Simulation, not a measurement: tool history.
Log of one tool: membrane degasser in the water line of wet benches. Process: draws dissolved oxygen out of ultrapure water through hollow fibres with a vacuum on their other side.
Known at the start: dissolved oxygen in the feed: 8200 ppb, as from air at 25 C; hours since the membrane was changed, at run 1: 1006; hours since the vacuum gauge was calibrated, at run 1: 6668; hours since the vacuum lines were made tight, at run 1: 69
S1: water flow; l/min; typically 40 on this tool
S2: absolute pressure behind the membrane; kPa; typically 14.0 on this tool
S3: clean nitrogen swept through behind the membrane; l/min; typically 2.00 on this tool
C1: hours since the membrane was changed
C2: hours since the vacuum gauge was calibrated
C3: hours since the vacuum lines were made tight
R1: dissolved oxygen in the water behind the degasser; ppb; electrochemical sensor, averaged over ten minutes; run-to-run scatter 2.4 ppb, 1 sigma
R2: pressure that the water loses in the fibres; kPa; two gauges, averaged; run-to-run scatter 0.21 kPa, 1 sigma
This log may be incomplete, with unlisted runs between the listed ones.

| run | day | S1 | S2 | S3 | C1 | C2 | C3 | R1 | R2 |
|---|---|---|---|---|---|---|---|---|---|
| 1 | 0.000 | 40 | 14.0 | 2.00 | 1006 | 6668 | 69 | 487.7 | 48.33 |
| 2 | 2.838 | 40 | 18.1 | 2.00 | 1074 | 6736 | 137 | 645.4 | 48.49 |
| 3 | 5.208 | 40 | 14.0 | 2.00 | 1131 | 6793 | 194 | 484.7 | 48.26 |
| 4 | 8.433 | 40 | 14.0 | 2.00 | 1208 | 6870 | 271 | 483.8 | 48.45 |
| 5 | 11.200 | 40 | 14.0 | 2.00 | 1275 | 6936 | 337 | 485.2 | 48.56 |
| 6 | 13.108 | 40 | 14.0 | 2.00 | 1320 | 6982 | 383 | 481.0 | 48.77 |
| 7 | 16.029 | 40 | 14.0 | 2.00 | 1390 | 7052 | 453 | 482.8 | 48.57 |
| 8 | 18.775 | 40 | 14.0 | 2.00 | 1456 | 7118 | 519 | 484.2 | 48.08 |
| 9 | 22.367 | 40 | 14.0 | 2.00 | 1543 | 7204 | 605 | 487.9 | 48.31 |
| 10 | 24.996 | 40 | 31.8 | 2.00 | 1606 | 7268 | 668 | 1144.5 | 48.67 |
|  | 25.342 | vacuum gauge calibrated |
| 11 | 28.483 | 41 | 26.7 | 4.53 | 1689 | 75 | 752 | 502.7 | 49.79 |
| 12 | 31.996 | 51 | 34.1 | 4.53 | 1773 | 160 | 836 | 794.4 | 61.88 |
| 13 | 35.354 | 51 | 34.1 | 4.53 | 1854 | 240 | 917 | 796.4 | 62.05 |
|  | 36.646 | vacuum gauge calibrated, once more |
| 14 | 38.717 | 51 | 34.1 | 4.53 | 1934 | 50 | 997 | 774.9 | 61.45 |
| 15 | 41.892 | 40 | 14.0 | 2.14 | 2010 | 126 | 1073 | 442.6 | 48.81 |

For each entry between runs, how does the tool's hidden state at the last listed run before it compare with that at the first listed run after it?
Logged between run 10 and run 11: vacuum gauge calibrated (day 25.342)
  membrane still open, %: 99.2 -> 99.1; true pressure behind the membrane over the reading, kPa: 0.48 -> 0.58; air that leaks in behind the membrane, l/min: 0.0039 -> 0.004
  measured minus no-state result, R1: +17.8 -> +12.3 ppb; R2: +0.41 -> +0.44 kPa
Logged between run 13 and run 14: vacuum gauge calibrated, once more (day 36.646)
  true pressure behind the membrane over the reading, kPa: 0.59 -> 0.01; air that leaks in behind the membrane, l/min: 0.0041 -> 0.0042
  measured minus no-state result, R1: +15.3 -> +2.6 ppb; R2: +0.59 -> +0.62 kPa
